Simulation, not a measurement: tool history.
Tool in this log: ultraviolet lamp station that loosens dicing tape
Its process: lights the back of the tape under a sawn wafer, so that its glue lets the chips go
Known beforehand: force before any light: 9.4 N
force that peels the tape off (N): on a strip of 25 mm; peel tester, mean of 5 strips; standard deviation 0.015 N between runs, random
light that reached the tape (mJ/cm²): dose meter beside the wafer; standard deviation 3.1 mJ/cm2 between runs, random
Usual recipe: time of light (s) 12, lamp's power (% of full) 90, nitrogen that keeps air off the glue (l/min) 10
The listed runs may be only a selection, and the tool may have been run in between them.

run	day	time of light (s)	lamp's power (% of full)	nitrogen that keeps air off the glue (l/min)	force that peels the tape off (N)	light that reached the tape (mJ/cm²)
1	0.000	12	90	10	0.715	463
2	1.679	12	67	10	1.262	347
3	3.162	12	67	10	1.275	346
4	4.867	12	67	10	1.293	353
5	6.058	12	90	10	0.718	463
6	7.104	12	90	10	0.709	468
7	8.012	12	90	10	0.736	470
8	8.867	12	90	10	0.720	467
9	10.458	12	90	6	0.896	474
10	11.492	12	64	10	1.395	330
11	12.729	12	64	10	1.356	329
12	13.800	12	90	10	0.739	472
13	15.354	12	90	10	0.706	472
14	16.329	12	90	3	1.205	471
15	17.821	12	90	3	1.324	466
16	18.875	12	90	3	1.268	466
17	20.254	12	78	10	0.976	410
18	21.246	12	78	10	0.970	404
19	22.625	12	90	16	0.624	464
20	23.721	12	90	16	0.601	467
21	24.767	12	90	4	1.107	468
22	25.954	12	90	4	1.106	464
23	27.004	12	90	4	1.117	470
24	28.233	7	72	18	2.330	217
25	29.817	11	66	4	2.168	320
26	30.742	11	88	4	1.283	414
27	32.375	8	96	6	1.699	330
28	33.888	14	89	4	0.834	536
29	35.179	14	89	4	0.841	539
30	36.192	6	98	18	1.761	253
31	37.900	14	98	18	0.357	597
32	39.033	13	77	7	1.026	436
33	40.258	7	90	16	1.724	276
34	41.671	9	75	10	1.777	292
35	42.417	9	86	13	1.253	337
36	43.775	10	73	10	1.598	316
37	45.067	10	73	10	1.548	312
38	46.367	8	61	16	2.397	209
39	47.100	23	90	11	0.218	897
40	48.146	6	90	8	2.595	236
41	49.179	12	90	10	0.753	471
42	50.288	10	74	10	1.465	318

Not shown here: 2 entries made in the log between runs. Locate each between two listed runs and compare the hidden state at the listed run before it with the hidden state at the listed run after it:
Runs 10 to 11: window cleaned of glue's vapour (day 12.246)
  light that the window lets through, % of a clean one's: 99.9 -> 100
Runs 40 to 41: window cleaned of glue's vapour (day 48.612)
  light that the window lets through, % of a clean one's: 99.9 -> 100

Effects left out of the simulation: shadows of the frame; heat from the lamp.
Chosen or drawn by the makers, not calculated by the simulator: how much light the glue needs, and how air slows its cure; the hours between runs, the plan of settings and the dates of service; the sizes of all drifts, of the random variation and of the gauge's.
